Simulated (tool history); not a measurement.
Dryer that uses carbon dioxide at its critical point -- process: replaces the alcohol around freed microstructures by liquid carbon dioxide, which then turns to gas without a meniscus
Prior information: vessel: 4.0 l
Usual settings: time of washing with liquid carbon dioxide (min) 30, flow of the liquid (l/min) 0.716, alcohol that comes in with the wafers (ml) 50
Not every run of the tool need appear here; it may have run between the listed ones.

run,day,time of washing with liquid carbon dioxide (min),flow of the liquid (l/min),alcohol that comes in with the wafers (ml),alcohol left in the vessel before it's heated (ppm by volume)
1,0.000,30,0.716,50,306
2,0.604,30,0.545,50,686
3,0.925,30,0.545,50,697
4,1.450,30,0.545,50,696
5,1.921,30,0.716,50,313
6,2.425,30,0.716,50,316
7,2.896,30,0.716,50,323
8,3.462,37,0.716,50,162
9,4.075,30,0.716,50,327
10,4.446,30,0.716,50,322
11,4.979,30,0.716,50,318

Run 12 has not been measured yet. What should we expect?
12,5.258,30,0.716,50,?

Run 12 produced alcohol left in the vessel before it's heated (ppm by volume) 313.
Without the tool's hidden state the same run would have given alcohol left in the vessel before it's heated (ppm by volume) 197.
